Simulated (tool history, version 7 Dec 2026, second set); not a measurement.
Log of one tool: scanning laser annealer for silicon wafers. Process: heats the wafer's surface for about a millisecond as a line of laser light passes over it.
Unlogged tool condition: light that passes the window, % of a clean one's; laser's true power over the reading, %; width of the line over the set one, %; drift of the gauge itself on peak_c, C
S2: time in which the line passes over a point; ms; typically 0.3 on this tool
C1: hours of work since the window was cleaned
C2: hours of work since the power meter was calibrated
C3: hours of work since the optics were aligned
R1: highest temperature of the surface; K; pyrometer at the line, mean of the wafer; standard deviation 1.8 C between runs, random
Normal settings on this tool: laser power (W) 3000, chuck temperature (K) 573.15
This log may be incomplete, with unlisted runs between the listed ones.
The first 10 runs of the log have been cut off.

Run 11, day 9.525: usual settings but laser power (W) 2556; C1 37; C2 600; C3 1272. Result: R1 1217.15 K.
Run 12, day 10.667: usual settings but laser power (W) 2556, chuck temperature (K) 593.15; C1 50; C2 613; C3 1285. Result: R1 1239.15 K.
Run 13, day 12.021: usual settings but laser power (W) 2994, chuck temperature (K) 593.15; C1 66; C2 629; C3 1301. Result: R1 1350.15 K.
Run 14, day 13.283: usual settings but laser power (W) 2994, chuck temperature (K) 593.15; C1 81; C2 644; C3 1316. Result: R1 1350.15 K.
Run 15, day 14.571: usual settings; C1 96; C2 659; C3 1331. Result: R1 1333.15 K.
Run 16, day 15.883: usual settings; C1 112; C2 674; C3 1346. Result: R1 1332.15 K.
Run 17, day 16.533: usual settings but laser power (W) 2798, chuck temperature (K) 541.15; C1 119; C2 682; C3 1354. Result: R1 1246.15 K.
Run 18, day 17.738: usual settings but laser power (W) 3011, S2 0.357 ms, chuck temperature (K) 575.15; C1 133; C2 696; C3 1368. Result: R1 1396.15 K.
Run 19, day 18.779: usual settings but laser power (W) 2658, S2 0.312 ms, chuck temperature (K) 600.15; C1 145; C2 708; C3 1380. Result: R1 1279.15 K.
Run 20, day 20.129: usual settings but laser power (W) 2658, S2 0.312 ms, chuck temperature (K) 600.15; C1 161; C2 724; C3 1396. Result: R1 1280.15 K.
Run 21, day 21.404: usual settings but laser power (W) 2763, chuck temperature (K) 605.15; C1 176; C2 739; C3 1411. Result: R1 1303.15 K.
Run 22, day 22.6: usual settings but laser power (W) 3012, chuck temperature (K) 553.15; C1 190; C2 753; C3 1425. Result: R1 1316.15 K.
Run 23, day 23.204: usual settings but laser power (W) 3012, chuck temperature (K) 553.15; C1 197; C2 760; C3 1432. Result: R1 1314.15 K.
Run 24, day 23.896: usual settings but laser power (W) 2846, chuck temperature (K) 553.15; C1 205; C2 768; C3 1440. Result: R1 1272.15 K.
Run 25, day 24.75: usual settings but laser power (W) 2966, chuck temperature (K) 541.15; C1 215; C2 778; C3 1450. Result: R1 1288.15 K.
Run 26, day 25.875: usual settings but laser power (W) 2657, chuck temperature (K) 541.15; C1 229; C2 791; C3 1463. Result: R1 1210.15 K.
Run 27, day 26.904: usual settings but laser power (W) 2657, chuck temperature (K) 541.15; C1 241; C2 803; C3 1475. Result: R1 1210.15 K.
Run 28, day 27.479: usual settings but laser power (W) 2941, chuck temperature (K) 564.15; C1 248; C2 810; C3 1482. Result: R1 1304.15 K.
Run 29, day 28.183: usual settings but laser power (W) 2554, S2 0.302 ms, chuck temperature (K) 534.15; C1 256; C2 818; C3 1490. Result: R1 1179.15 K.
Run 30, day 29.104: usual settings but laser power (W) 3279, S2 0.323 ms, chuck temperature (K) 611.15; C1 267; C2 829; C3 1501. Result: R1 1467.15 K.
Run 31, day 29.7: usual settings but laser power (W) 2881, S2 0.297 ms, chuck temperature (K) 601.15; C1 274; C2 836; C3 1508. Result: R1 1324.15 K.
Run 32, day 30.958: usual settings but laser power (W) 2806, S2 0.314 ms, chuck temperature (K) 608.15; C1 288; C2 851; C3 1523. Result: R1 1332.15 K.

Branching from run 32: 4 alternative next runs. What would each branch give?
Run A, day 31.558: usual settings but laser power (W) 2724, chuck temperature (K) 593.15; C1 295; C2 858; C3 1530. Result: R1 ?.
Run B, day 31.558: usual settings but laser power (W) 3054, S2 0.375 ms, chuck temperature (K) 536.15; C1 295; C2 858; C3 1530. Result: R1 ?.
Run C, day 31.558: usual settings but laser power (W) 2806, S2 0.281 ms, chuck temperature (K) 608.15; C1 295; C2 858; C3 1530. Result: R1 ?.
Run D, day 31.558: usual settings but laser power (W) 2806, S2 0.219 ms, chuck temperature (K) 608.15; C1 295; C2 858; C3 1530. Result: R1 ?.

run       R1
  A  1282.15
  B  1387.15
  C  1296.15
  D  1221.15
Take away the tool's hidden state, keep each run's random variation, and the runs would have read:
run       R1
  A  1282.15
  B  1388.15
  C  1297.15
  D  1222.15
